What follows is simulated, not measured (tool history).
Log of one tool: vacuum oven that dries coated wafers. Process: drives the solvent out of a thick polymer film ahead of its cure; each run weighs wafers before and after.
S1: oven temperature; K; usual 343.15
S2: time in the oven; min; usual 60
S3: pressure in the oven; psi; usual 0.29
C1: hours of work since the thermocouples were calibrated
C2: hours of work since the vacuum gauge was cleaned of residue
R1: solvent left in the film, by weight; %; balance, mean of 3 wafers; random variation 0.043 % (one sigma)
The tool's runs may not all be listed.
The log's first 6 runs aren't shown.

run	hour	S1	S2	S3	C1	C2	R1
7	317.2	332.15	60	0.29	828	1649	5.78
8	355.8	343.15	60	0.29	857	1678	2.4
9	393.9	343.15	60	0.29	885	1706	2.33
10	435.2	343.15	83	0.29	916	1737	1.56
11	472.5	343.15	83	0.29	944	1765	1.51
12	505.2	343.15	83	0.29	968	1790	1.57
13	554.6	331.15	83	0.29	1005	1826	4.54
14	599.5	331.15	83	0.29	1039	1860	4.55
15	640.6	343.15	61	0.29	1069	1891	2.35
16	680.5	343.15	44	0.29	1099	1921	3.67
17	710.1	343.15	87	0.418	1121	1943	1.77
# hour 738.4: oven's thermocouples calibrated
18	764.6	343.15	87	0.418	20	1982	1.42
19	802.6	332.15	87	0.418	48	2010	3.81
20	851.6	332.15	87	0.418	85	2047	3.79
21	898.5	328.15	68	0.254	120	2082	5.86
22	937.4	356.15	35	0.213	149	2111	1.11
23	971.4	356.15	35	0.213	174	2137	1.12
24	1012.2	356.15	31	0.213	205	2167	1.39
25	1052.3	356.15	31	0.213	235	2197	1.41
26	1106.4	347.15	103	0.29	275	2237	0.74
27	1165.3	347.15	103	0.29	319	2281	0.74
28	1204.7	347.15	103	0.29	348	2311	0.78
29	1273.3	328.15	60	0.312	400	2362	6.78
30	1304	328.15	60	1.137	423	2385	9.51
31	1353.9	337.15	60	0.412	460	2422	3.89

The next listed run, before its measurement:
32	1383.1	337.15	60	0.412	482	2444	?

{"run 32": {"R1": 3.92}}
Without the tool's hidden state the same run would have given R1 3.74 %.
